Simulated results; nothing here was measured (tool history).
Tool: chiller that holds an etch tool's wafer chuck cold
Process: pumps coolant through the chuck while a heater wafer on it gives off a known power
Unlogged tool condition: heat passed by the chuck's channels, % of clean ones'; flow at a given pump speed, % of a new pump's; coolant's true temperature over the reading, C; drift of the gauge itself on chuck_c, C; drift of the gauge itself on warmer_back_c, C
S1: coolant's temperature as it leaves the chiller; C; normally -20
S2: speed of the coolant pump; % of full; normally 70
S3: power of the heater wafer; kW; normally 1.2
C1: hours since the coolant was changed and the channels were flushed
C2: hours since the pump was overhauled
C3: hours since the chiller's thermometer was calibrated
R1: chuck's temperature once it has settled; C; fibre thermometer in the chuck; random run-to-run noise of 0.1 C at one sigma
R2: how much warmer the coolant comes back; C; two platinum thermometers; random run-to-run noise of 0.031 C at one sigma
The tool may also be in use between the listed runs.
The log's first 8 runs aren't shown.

run 9 hour=643 | S1=-20 S2=82 S3=1.2 | C1=116 C2=5024 C3=1875 | R1=-10.8 R2=2.59
run 10 hour=754.7 | S1=-17 S2=82 S3=1.2 | C1=228 C2=5135 C3=1986 | R1=-7.7 R2=2.63
run 11 hour=857.3 | S1=-17 S2=82 S3=1.2 | C1=331 C2=5238 C3=2089 | R1=-7.7 R2=2.6
run 12 hour=924.3 | S1=-17 S2=82 S3=1.2 | C1=398 C2=5305 C3=2156 | R1=-7.9 R2=2.6
run 13 hour=1006.2 | S1=-20 S2=70 S3=1.2 | C1=479 C2=5387 C3=2238 | R1=-9.8 R2=3.14
run 14 hour=1064.1 | S1=-20 S2=70 S3=1.2 | C1=537 C2=5445 C3=2296 | R1=-9.6 R2=3.11
run 15 hour=1182.5 | S1=-20 S2=89 S3=1.2 | C1=656 C2=5563 C3=2414 | R1=-11.1 R2=2.44
run 16 hour=1305.2 | S1=-20 S2=85 S3=1.2 | C1=778 C2=5686 C3=2537 | R1=-10.9 R2=2.51
run 17 hour=1408.7 | S1=-24 S2=81 S3=1.22 | C1=882 C2=5790 C3=2640 | R1=-14.5 R2=2.74
run 18 hour=1500.1 | S1=-24 S2=81 S3=1.22 | C1=973 C2=5881 C3=2732 | R1=-14.5 R2=2.72
run 19 hour=1554.5 | S1=-12 S2=70 S3=1.2 | C1=1028 C2=5935 C3=2786 | R1=-1.5 R2=3.12
run 20 hour=1639.2 | S1=-20 S2=93 S3=1.74 | C1=1112 C2=6020 C3=2871 | R1=-7.7 R2=3.31
run 21 hour=1741.9 | S1=-20 S2=93 S3=1.74 | C1=1215 C2=6123 C3=2974 | R1=-7.6 R2=3.28
run 22 hour=1805.1 | S1=-20 S2=71 S3=1.472 | C1=1278 C2=6186 C3=3037 | R1=-7.4 R2=3.83
run 23 hour=1873.4 | S1=-20 S2=71 S3=1.472 | C1=1347 C2=6254 C3=3105 | R1=-7.3 R2=3.8
run 24 hour=1956 | S1=-21 S2=71 S3=0.627 | C1=1429 C2=6337 C3=3188 | R1=-15.5 R2=1.67
run 25 hour=2028.9 | S1=-15 S2=77 S3=0.616 | C1=1502 C2=6410 C3=3261 | R1=-9.8 R2=1.47
run 26 hour=2157 | S1=-25 S2=84 S3=1.355 | C1=1630 C2=6538 C3=3389 | R1=-14.5 R2=2.9
run 27 hour=2224.1 | S1=-25 S2=77 S3=0.979 | C1=1697 C2=6605 C3=3456 | R1=-16.8 R2=2.26
run 28 hour=2309.6 | S1=-26 S2=90 S3=1.399 | C1=1783 C2=6690 C3=3541 | R1=-15.6 R2=2.72
run 29 hour=2422.1 | S1=-26 S2=90 S3=1.399 | C1=1895 C2=6803 C3=3654 | R1=-15.5 R2=2.78
run 30 hour=2544.3 | S1=-20 S2=70 S3=1.23 | C1=2018 C2=6925 C3=3776 | R1=-9.1 R2=3.28
run 31 hour=2631.7 | S1=-20 S2=63 S3=1.2 | C1=2105 C2=7012 C3=3863 | R1=-8.4 R2=3.56

Each row is a separate what-if for the run after 31, all from the same tool condition, not one after another. Results?
run A hour=2748.2 | S1=-12 S2=97 S3=1.611 | C1=2221 C2=7129 C3=3980 | R1=? R2=?
run B hour=2748.2 | S1=-26 S2=85 S3=1.2 | C1=2221 C2=7129 C3=3980 | R1=? R2=?
run C hour=2748.2 | S1=-28 S2=89 S3=1.2 | C1=2221 C2=7129 C3=3980 | R1=? R2=?
run D hour=2748.2 | S1=-22 S2=63 S3=1.517 | C1=2221 C2=7129 C3=3980 | R1=? R2=?
run E hour=2748.2 | S1=-26 S2=69 S3=1.2 | C1=2221 C2=7129 C3=3980 | R1=? R2=?

run=A R1=-0.5 R2=2.98
run=B R1=-16.5 R2=2.5
run=C R1=-18.9 R2=2.41
run=D R1=-7.5 R2=4.52
run=E R1=-15.4 R2=3.22
Take away the tool's hidden state, keep each run's random variation, and the runs would have read:
run=A R1=-1.4 R2=2.86
run=B R1=-17.3 R2=2.4
run=C R1=-19.7 R2=2.31
run=D R1=-8.5 R2=4.34
run=E R1=-16.3 R2=3.09
